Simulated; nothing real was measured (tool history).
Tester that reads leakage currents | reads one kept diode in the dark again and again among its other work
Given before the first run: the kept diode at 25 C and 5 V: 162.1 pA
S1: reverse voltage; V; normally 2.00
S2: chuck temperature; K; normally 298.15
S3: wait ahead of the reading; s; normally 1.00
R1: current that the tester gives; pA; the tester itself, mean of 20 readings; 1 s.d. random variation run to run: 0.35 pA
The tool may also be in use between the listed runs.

{"run": 1, "hour": 0.0, "S1": 2.0, "S2": 298.15, "S3": 1.0, "R1": 120.5}
{"run": 2, "hour": 22.4, "S1": 2.0, "S2": 298.15, "S3": 1.0, "R1": 120.36}
{"run": 3, "hour": 54.7, "S1": 2.0, "S2": 298.15, "S3": 1.0, "R1": 120.67}
{"run": 4, "hour": 92.3, "S1": 2.0, "S2": 298.15, "S3": 1.0, "R1": 120.07}
{"run": 5, "hour": 125.8, "S1": 2.0, "S2": 298.15, "S3": 1.0, "R1": 120.6}
{"run": 6, "hour": 150.5, "S1": 2.0, "S2": 298.15, "S3": 1.0, "R1": 120.48}
{"run": 7, "hour": 175.5, "S1": 2.0, "S2": 298.15, "S3": 1.0, "R1": 119.66}
{"run": 8, "hour": 197.8, "S1": 2.0, "S2": 305.15, "S3": 1.0, "R1": 211.95}
{"run": 9, "hour": 229.2, "S1": 2.0, "S2": 298.15, "S3": 1.0, "R1": 119.47}
{"run": 10, "hour": 266.9, "S1": 7.5, "S2": 298.15, "S3": 1.0, "R1": 207.07}
{"run": 11, "hour": 300.4, "S1": 2.0, "S2": 298.15, "S3": 2.15, "R1": 119.52}
{"run": 12, "hour": 332.1, "S1": 2.0, "S2": 298.15, "S3": 1.0, "R1": 120.66}
{"run": 13, "hour": 360.3, "S1": 2.0, "S2": 298.15, "S3": 1.0, "R1": 119.43}
{"run": 14, "hour": 379.9, "S1": 2.0, "S2": 298.15, "S3": 1.0, "R1": 119.66}
{"run": 15, "hour": 414.1, "S1": 2.0, "S2": 298.15, "S3": 1.0, "R1": 119.8}
{"run": 16, "hour": 452.2, "S1": 2.0, "S2": 298.15, "S3": 8.44, "R1": 119.41}
{"run": 17, "hour": 479.7, "S1": 7.2, "S2": 298.15, "S3": 1.0, "R1": 202.97}
{"run": 18, "hour": 512.1, "S1": 7.2, "S2": 298.15, "S3": 1.0, "R1": 204.81}
{"run": 19, "hour": 552.2, "S1": 2.0, "S2": 298.15, "S3": 2.92, "R1": 118.8}
{"run": 20, "hour": 581.0, "S1": 5.91, "S2": 298.15, "S3": 1.0, "R1": 186.39}
{"hour": 601.7, "done": "probe card cleaned and baked"}
{"run": 21, "hour": 603.7, "S1": 5.91, "S2": 298.15, "S3": 1.0, "R1": 194.82}
{"run": 22, "hour": 628.2, "S1": 11.0, "S2": 312.15, "S3": 3.88, "R1": 715.01}
{"run": 23, "hour": 645.7, "S1": 16.81, "S2": 298.15, "S3": 1.0, "R1": 320.37}
{"run": 24, "hour": 685.3, "S1": 15.93, "S2": 298.15, "S3": 1.0, "R1": 311.85}
{"run": 25, "hour": 723.0, "S1": 15.93, "S2": 298.15, "S3": 0.3, "R1": 322.5}
{"hour": 758.5, "done": "probe card cleaned and baked, once more"}
{"run": 26, "hour": 761.8, "S1": 1.17, "S2": 298.15, "S3": 2.25, "R1": 93.33}
{"run": 27, "hour": 801.3, "S1": 5.42, "S2": 309.15, "S3": 1.0, "R1": 408.05}
{"run": 28, "hour": 828.3, "S1": 5.42, "S2": 309.15, "S3": 1.0, "R1": 405.32}
{"run": 29, "hour": 854.5, "S1": 2.0, "S2": 333.15, "S3": 1.89, "R1": 1664.03}
{"run": 30, "hour": 881.0, "S1": 4.22, "S2": 298.15, "S3": 1.55, "R1": 149.06}
{"run": 31, "hour": 905.6, "S1": 1.03, "S2": 316.15, "S3": 0.36, "R1": 380.66}
{"run": 32, "hour": 933.2, "S1": 1.38, "S2": 314.15, "S3": 0.38, "R1": 363.76}
{"run": 33, "hour": 963.1, "S1": 1.72, "S2": 328.15, "S3": 6.78, "R1": 1107.3}
{"run": 34, "hour": 1000.4, "S1": 1.72, "S2": 328.15, "S3": 6.78, "R1": 1108.12}
{"run": 35, "hour": 1021.2, "S1": 17.9, "S2": 294.15, "S3": 4.76, "R1": 182.27}
{"run": 36, "hour": 1062.2, "S1": 17.9, "S2": 294.15, "S3": 4.76, "R1": 181.27}
{"run": 37, "hour": 1086.6, "S1": 2.0, "S2": 316.15, "S3": 2.86, "R1": 483.88}
{"run": 38, "hour": 1111.2, "S1": 3.93, "S2": 298.15, "S3": 1.11, "R1": 145.24}
{"run": 39, "hour": 1143.3, "S1": 3.93, "S2": 298.15, "S3": 1.11, "R1": 145.34}

Had the tool no unlogged condition, and each run kept its random variation, what would the results have been?
What the log doesn't record here: stray current of the dirty probe card, pA a volt; current scale over the true one, %; true chuck temperature over the reading, C; drift of the gauge itself on leakage_pa, %.
run=1 R1=116.34
run=2 R1=116.24
run=3 R1=116.59
run=4 R1=116.07
run=5 R1=116.64
run=6 R1=116.57
run=7 R1=115.81
run=8 R1=208.91
run=9 R1=115.71
run=10 R1=190.35
run=11 R1=115.87
run=12 R1=117.03
run=13 R1=115.88
run=14 R1=116.14
run=15 R1=116.33
run=16 R1=116.02
run=17 R1=187.18
run=18 R1=188.89
run=19 R1=115.60
run=20 R1=173.86
run=21 R1=174.28
run=22 R1=682.80
run=23 R1=257.41
run=24 R1=252.25
run=25 R1=262.58
run=26 R1=95.51
run=27 R1=417.12
run=28 R1=414.46
run=29 R1=1697.47
run=30 R1=152.70
run=31 R1=389.61
run=32 R1=372.60
run=33 R1=1132.61
run=34 R1=1134.31
run=35 R1=185.29
run=36 R1=184.08
run=37 R1=496.92
run=38 R1=149.11
run=39 R1=149.27
